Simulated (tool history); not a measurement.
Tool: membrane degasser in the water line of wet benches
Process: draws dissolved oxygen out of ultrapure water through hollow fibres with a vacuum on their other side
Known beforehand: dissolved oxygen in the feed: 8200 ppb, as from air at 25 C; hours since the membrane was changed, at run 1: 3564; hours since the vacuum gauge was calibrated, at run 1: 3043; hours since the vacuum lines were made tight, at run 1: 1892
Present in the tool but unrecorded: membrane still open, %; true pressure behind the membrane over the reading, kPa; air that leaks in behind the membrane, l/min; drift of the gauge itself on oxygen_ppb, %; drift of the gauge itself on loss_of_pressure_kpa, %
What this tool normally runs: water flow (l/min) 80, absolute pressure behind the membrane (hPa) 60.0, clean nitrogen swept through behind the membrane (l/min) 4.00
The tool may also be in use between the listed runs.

run      day  water flow (l/min)  absolute pressure behind the membrane (hPa)  clean nitrogen swept through behind the membrane (l/min)  hours since the membrane was changed  hours since the vacuum gauge was calibrated  hours since the vacuum lines were made tight  dissolved oxygen in the water behind the degasser (ppb)  pressure that the water loses in the fibres (hPa)
  1    0.000                  80                                         60.0                                                      4.00                                  3564                                         3043                                          1892                                                    348.8                                              587.8
  2    5.375                  80                                         65.7                                                      4.00                                  3693                                         3172                                          2021                                                    372.1                                              587.1
  3   11.667                  80                                         65.7                                                      4.00                                  3844                                         3323                                          2172                                                    375.2                                              590.8
  4   18.988                  80                                         60.0                                                      4.00                                  4020                                         3499                                          2348                                                    363.9                                              595.7
  5   25.375                  80                                         97.6                                                      4.00                                  4173                                         3652                                          2501                                                    528.7                                              593.3
  6   32.908                  80                                         60.0                                                      4.00                                  4354                                         3833                                          2682                                                    368.7                                              595.0
  7   39.083                  80                                         60.0                                                      4.00                                  4502                                         3981                                          2830                                                    377.5                                              600.4
  8   45.962                  71                                         60.0                                                      4.00                                  4667                                         4146                                          2995                                                    289.8                                              535.9
  9   53.562                  71                                         60.0                                                      4.00                                  4850                                         4329                                          3178                                                    286.9                                              531.8
 10   61.638                  80                                         60.0                                                      3.64                                  5043                                         4522                                          3371                                                    396.3                                              604.2
 11   68.275                  80                                         60.0                                                      4.00                                  5203                                         4682                                          3531                                                    387.2                                              605.4
 12   72.283                  80                                         60.0                                                      3.00                                  5299                                         4778                                          3627                                                    427.3                                              600.9
 13   75.592                  80                                         60.0                                                      3.00                                  5378                                         4857                                          3706                                                    431.5                                              605.9
 14   79.646                  80                                         60.0                                                      4.00                                  5475                                         4955                                          3803                                                    383.3                                              610.4
 15   85.942                  80                                         60.0                                                      4.00                                  5627                                         5106                                          3955                                                    388.7                                              612.4
 16   93.629                  80                                         60.0                                                      4.00                                  5811                                         5290                                          4139                                                    399.2                                              616.9
 17   98.367                  75                                         98.3                                                      3.77                                  5925                                         5404                                          4253                                                    501.2                                              577.4
 18  103.033                  66                                        102.3                                                      3.77                                  6037                                         5516                                          4365                                                    420.8                                              509.4
 19  109.212                  50                                         82.7                                                      2.49                                  6185                                         5664                                          4513                                                    299.6                                              386.7
 20  113.692                 117                                         62.2                                                      4.00                                  6293                                         5772                                          4621                                                    882.0                                              904.2
 21  118.921                 117                                         62.2                                                      4.00                                  6418                                         5897                                          4746                                                    888.9                                              905.9
     124.479  -- seals of the vacuum lines changed
 22  126.971                  61                                         51.8                                                      4.00                                  6609                                         6088                                            60                                                    200.2                                              472.5
 23  133.750                 108                                         92.8                                                      4.00                                  6772                                         6251                                           223                                                    936.7                                              838.7
 24  137.071                 108                                         92.8                                                      4.00                                  6852                                         6331                                           302                                                    912.1                                              838.5
 25  142.388                 108                                         92.8                                                      4.00                                  6979                                         6458                                           430                                                    928.7                                              839.0
 26  149.954                  80                                         91.7                                                      2.36                                  7161                                         6640                                           611                                                    695.6                                              624.7
 27  153.904                 111                                        147.0                                                      2.93                                  7256                                         6735                                           706                                                   1396.1                                              868.0
 28  157.429                 111                                        147.0                                                      2.93                                  7340                                         6820                                           791                                                   1417.9                                              868.7
 29  162.938                  87                                        147.0                                                      1.80                                  7473                                         6952                                           923                                                   1321.5                                              685.7
 30  169.604                  87                                        147.0                                                      1.80                                  7633                                         7112                                          1083                                                   1328.3                                              681.5
 31  177.050                  87                                        147.0                                                      1.80                                  7811                                         7290                                          1262                                                   1303.3                                              685.1
 32  182.533                  87                                         68.9                                                      1.80                                  7943                                         7422                                          1393                                                    733.8                                              689.6

For each entry between runs, how does the tool's hidden state at the last listed run before it compare with that at the first listed run after it?
From run 21 to run 22: seals of the vacuum lines changed (day 124.479)
  membrane still open, %: 90 -> 89.7; true pressure behind the membrane over the reading, kPa: 0.76 -> 0.78; air that leaks in behind the membrane, l/min: 0.0113 -> 0.0031
  measured value less the no-hidden-state value, dissolved oxygen in the water behind the degasser (ppb): +199.0 -> +67.3; pressure that the water loses in the fibres (hPa): +90.4 -> +48.6

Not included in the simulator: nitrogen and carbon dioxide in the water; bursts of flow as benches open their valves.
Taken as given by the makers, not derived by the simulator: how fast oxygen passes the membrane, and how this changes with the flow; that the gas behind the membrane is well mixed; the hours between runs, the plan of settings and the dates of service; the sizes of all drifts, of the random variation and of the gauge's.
